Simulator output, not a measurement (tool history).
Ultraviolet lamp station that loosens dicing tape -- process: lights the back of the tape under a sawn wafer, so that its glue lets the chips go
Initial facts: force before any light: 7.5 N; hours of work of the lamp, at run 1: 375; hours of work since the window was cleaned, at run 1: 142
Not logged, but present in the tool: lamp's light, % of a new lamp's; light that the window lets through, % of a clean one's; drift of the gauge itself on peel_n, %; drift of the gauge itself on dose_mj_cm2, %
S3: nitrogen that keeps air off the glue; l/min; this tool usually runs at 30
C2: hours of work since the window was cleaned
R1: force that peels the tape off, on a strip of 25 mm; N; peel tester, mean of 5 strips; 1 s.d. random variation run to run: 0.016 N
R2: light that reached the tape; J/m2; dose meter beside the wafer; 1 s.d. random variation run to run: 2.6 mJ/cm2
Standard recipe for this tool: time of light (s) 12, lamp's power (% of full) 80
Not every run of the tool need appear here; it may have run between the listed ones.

Run 1, hour 0: usual settings; hours of work of the lamp 375; C2 142. Result: R1 1.095 N, R2 2690 J/m2.
Run 2, hour 10.8: usual settings; hours of work of the lamp 382; C2 149. Result: R1 1.164 N, R2 2650 J/m2.
Run 3, hour 21: usual settings; hours of work of the lamp 388; C2 155. Result: R1 1.142 N, R2 2650 J/m2.
Run 4, hour 30.8: usual settings; hours of work of the lamp 395; C2 162. Result: R1 1.15 N, R2 2650 J/m2.
Run 5, hour 38.5: usual settings; hours of work of the lamp 400; C2 167. Result: R1 1.168 N, R2 2620 J/m2.
Run 6, hour 46: usual settings but S3 17 l/min; hours of work of the lamp 404; C2 171. Result: R1 1.701 N, R2 2620 J/m2.
Run 7, hour 60.6: usual settings but S3 17 l/min; hours of work of the lamp 414; C2 181. Result: R1 1.772 N, R2 2580 J/m2.
Run 8, hour 75.4: usual settings but S3 17 l/min; hours of work of the lamp 423; C2 190. Result: R1 1.776 N, R2 2580 J/m2.
Run 9, hour 86.9: usual settings but S3 17 l/min; hours of work of the lamp 430; C2 198. Result: R1 1.752 N, R2 2610 J/m2.
At hour 94.6: window cleaned of glue's vapour.
Run 10, hour 101: usual settings but S3 17 l/min; hours of work of the lamp 439; C2 4. Result: R1 1.937 N, R2 2340 J/m2.
Run 11, hour 112.5: usual settings but S3 17 l/min; hours of work of the lamp 447; C2 11. Result: R1 1.995 N, R2 2360 J/m2.
Run 12, hour 126.7: usual settings but time of light (s) 11; hours of work of the lamp 456; C2 21. Result: R1 1.616 N, R2 2160 J/m2.
Run 13, hour 134.7: usual settings but time of light (s) 11, lamp's power (% of full) 71; hours of work of the lamp 461; C2 26. Result: R1 1.931 N, R2 1900 J/m2.
Run 14, hour 141.2: usual settings but time of light (s) 11, lamp's power (% of full) 71; hours of work of the lamp 465; C2 30. Result: R1 1.906 N, R2 1920 J/m2.
Run 15, hour 156.1: usual settings but time of light (s) 11, lamp's power (% of full) 71; hours of work of the lamp 474; C2 39. Result: R1 1.848 N, R2 1840 J/m2.
At hour 160.5: window cleaned of glue's vapour, once more.
Run 16, hour 166.9: usual settings; hours of work of the lamp 481; C2 4. Result: R1 1.054 N, R2 2730 J/m2.
Run 17, hour 181.4: usual settings but time of light (s) 18; hours of work of the lamp 490; C2 13. Result: R1 0.459 N, R2 4110 J/m2.
Run 18, hour 191.7: usual settings but time of light (s) 15, lamp's power (% of full) 66, S3 38 l/min; hours of work of the lamp 497; C2 20. Result: R1 0.857 N, R2 2830 J/m2.
Run 19, hour 202.6: usual settings but time of light (s) 20, lamp's power (% of full) 66, S3 26 l/min; hours of work of the lamp 504; C2 27. Result: R1 0.649 N, R2 3760 J/m2.
Run 20, hour 217: usual settings but time of light (s) 8, lamp's power (% of full) 88, S3 29 l/min; hours of work of the lamp 513; C2 36. Result: R1 1.814 N, R2 1980 J/m2.
Run 21, hour 223.5: usual settings but time of light (s) 8, lamp's power (% of full) 88, S3 29 l/min; hours of work of the lamp 517; C2 40. Result: R1 1.882 N, R2 1980 J/m2.
Run 22, hour 235.4: usual settings but time of light (s) 8, lamp's power (% of full) 88, S3 29 l/min; hours of work of the lamp 525; C2 48. Result: R1 1.84 N, R2 1990 J/m2.
Run 23, hour 244.6: usual settings but time of light (s) 8, lamp's power (% of full) 88, S3 29 l/min; hours of work of the lamp 531; C2 54. Result: R1 1.835 N, R2 1950 J/m2.
Run 24, hour 257: usual settings but time of light (s) 6, lamp's power (% of full) 82, S3 27 l/min; hours of work of the lamp 539; C2 62. Result: R1 2.846 N, R2 1360 J/m2.
Run 25, hour 264.3: usual settings but time of light (s) 16, lamp's power (% of full) 63, S3 33 l/min; hours of work of the lamp 543; C2 66. Result: R1 0.981 N, R2 2770 J/m2.
Run 26, hour 278.9: usual settings but time of light (s) 16, lamp's power (% of full) 63, S3 33 l/min; hours of work of the lamp 553; C2 76. Result: R1 0.943 N, R2 2790 J/m2.
Run 27, hour 292.3: usual settings but time of light (s) 21, lamp's power (% of full) 63, S3 33 l/min; hours of work of the lamp 561; C2 84. Result: R1 0.602 N, R2 3550 J/m2.
Run 28, hour 300.9: usual settings but time of light (s) 6, S3 18 l/min; hours of work of the lamp 567; C2 90. Result: R1 3.399 N, R2 1310 J/m2.
Run 29, hour 315.7: usual settings but time of light (s) 6, S3 18 l/min; hours of work of the lamp 576; C2 99. Result: R1 3.515 N, R2 1270 J/m2.
Run 30, hour 330.7: usual settings but time of light (s) 6, S3 18 l/min; hours of work of the lamp 586; C2 109. Result: R1 3.58 N, R2 1280 J/m2.
Run 31, hour 339.2: usual settings but time of light (s) 6, S3 18 l/min; hours of work of the lamp 591; C2 114. Result: R1 3.449 N, R2 1270 J/m2.
Run 32, hour 353.5: usual settings but time of light (s) 11, lamp's power (% of full) 92, S3 60 l/min; hours of work of the lamp 600; C2 123. Result: R1 0.696 N, R2 2620 J/m2.
Run 33, hour 365.2: usual settings but time of light (s) 17, lamp's power (% of full) 94, S3 51 l/min; hours of work of the lamp 608; C2 131. Result: R1 0.335 N, R2 4120 J/m2.
Run 34, hour 374.8: usual settings but time of light (s) 17, lamp's power (% of full) 94, S3 51 l/min; hours of work of the lamp 614; C2 137. Result: R1 0.33 N, R2 4090 J/m2.

3 ways to go on from here, each from the tool as it stands after run 34. What would each give?
Run A, hour 387: usual settings but time of light (s) 6, lamp's power (% of full) 81, S3 48 l/min; hours of work of the lamp 622; C2 145. Result: R1 ?, R2 ?.
Run B, hour 387: usual settings but time of light (s) 6, lamp's power (% of full) 94, S3 12 l/min; hours of work of the lamp 622; C2 145. Result: R1 ?, R2 ?.
Run C, hour 387: usual settings but lamp's power (% of full) 61; hours of work of the lamp 622; C2 145. Result: R1 ?, R2 ?.

run     R1    R2
  A   2.52  1260
  B  3.706  1470
  C  2.024  1870
What these runs would have given with no unlogged condition in the tool:
run     R1    R2
  A  1.791  1670
  B  2.935  1950
  C   1.33  2490
